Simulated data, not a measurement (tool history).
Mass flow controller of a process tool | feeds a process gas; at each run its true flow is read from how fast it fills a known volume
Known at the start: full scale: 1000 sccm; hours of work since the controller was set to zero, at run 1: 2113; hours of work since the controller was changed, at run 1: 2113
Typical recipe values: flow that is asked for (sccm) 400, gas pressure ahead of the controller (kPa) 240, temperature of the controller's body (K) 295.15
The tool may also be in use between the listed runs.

| run | hour | flow that is asked for (sccm) | gas pressure ahead of the controller (kPa) | temperature of the controller's body (K) | hours of work since the controller was set to zero | hours of work since the controller was changed | true flow (%) |
|---|---|---|---|---|---|---|---|
| 1 | 0 | 400 | 240 | 295.15 | 2113 | 2113 | 98.94 |
| 2 | 51.8 | 400 | 240 | 295.15 | 2153 | 2153 | 98.99 |
| 3 | 148.6 | 400 | 240 | 295.15 | 2229 | 2229 | 99.12 |
| 4 | 243.1 | 400 | 240 | 295.15 | 2303 | 2303 | 99.05 |
| 5 | 312.5 | 131 | 240 | 295.15 | 2358 | 2358 | 97.82 |
| 6 | 413.7 | 400 | 240 | 303.15 | 2437 | 2437 | 99.81 |
| 7 | 522.1 | 400 | 240 | 303.15 | 2522 | 2522 | 99.83 |
| 8 | 582 | 400 | 240 | 295.15 | 2569 | 2569 | 99 |
| 9 | 662.9 | 400 | 240 | 295.15 | 2633 | 2633 | 99.15 |
| 10 | 759.9 | 537 | 240 | 295.15 | 2709 | 2709 | 99.53 |
|  | 770.1 | controller's zero set anew |
| 11 | 866.3 | 537 | 240 | 295.15 | 75 | 2792 | 99.7 |
| 12 | 968.6 | 537 | 240 | 295.15 | 156 | 2872 | 99.58 |
| 13 | 1065 | 537 | 240 | 295.15 | 231 | 2947 | 99.74 |
|  | 1070.7 | controller's zero set anew, once more |
| 14 | 1135.3 | 400 | 240 | 295.15 | 51 | 3002 | 99.63 |
| 15 | 1231 | 400 | 240 | 295.15 | 126 | 3077 | 99.6 |
| 16 | 1300.5 | 902 | 223 | 302.15 | 180 | 3132 | 101.52 |
| 17 | 1357 | 902 | 223 | 302.15 | 224 | 3176 | 101.59 |
| 18 | 1421.6 | 298 | 142 | 295.15 | 275 | 3227 | 99.97 |
| 19 | 1499 | 154 | 142 | 295.15 | 336 | 3287 | 99.51 |
| 20 | 1606.2 | 400 | 238 | 295.15 | 420 | 3371 | 99.8 |
| 21 | 1705.6 | 511 | 205 | 295.15 | 498 | 3449 | 100.28 |
| 22 | 1811.8 | 511 | 205 | 295.15 | 581 | 3533 | 100.45 |
| 23 | 1908.2 | 154 | 205 | 300.15 | 657 | 3608 | 99.67 |
| 24 | 2008.8 | 136 | 173 | 308.15 | 736 | 3687 | 100.42 |
| 25 | 2113.2 | 111 | 195 | 307.15 | 817 | 3769 | 99.94 |
| 26 | 2159.7 | 902 | 149 | 295.15 | 854 | 3805 | 101.58 |
| 27 | 2264.8 | 902 | 149 | 295.15 | 936 | 3888 | 101.69 |
| 28 | 2314.1 | 437 | 240 | 293.15 | 975 | 3926 | 99.93 |

Selected run-to-run steps in true flow (%), each split into two signed amounts: the part the tool would show with no hidden state at all (from settings, incoming material and random variation), and the remainder, which goes to the hidden state together with any gauge scatter not common to the measured and the hidden-state-free results:
Hidden state at play: flow at rest that the sensor doesn't see, % of full scale; true flow over the shown one, %; drift of the gauge itself on true_pct, %.
Run 4 -> 5: flow that is asked for (sccm) 400 -> 131. true flow (%) -1.23: hidden state -0.77, all else -0.46.
Run 5 -> 6: flow that is asked for (sccm) 131 -> 400, temperature of the controller's body (K) 295.15 -> 303.15. true flow (%) +1.99: hidden state +0.83, all else +1.16.
Run 15 -> 16: flow that is asked for (sccm) 400 -> 902, gas pressure ahead of the controller (kPa) 240 -> 223, temperature of the controller's body (K) 295.15 -> 302.15. true flow (%) +1.92: hidden state +0.1, all else +1.82.

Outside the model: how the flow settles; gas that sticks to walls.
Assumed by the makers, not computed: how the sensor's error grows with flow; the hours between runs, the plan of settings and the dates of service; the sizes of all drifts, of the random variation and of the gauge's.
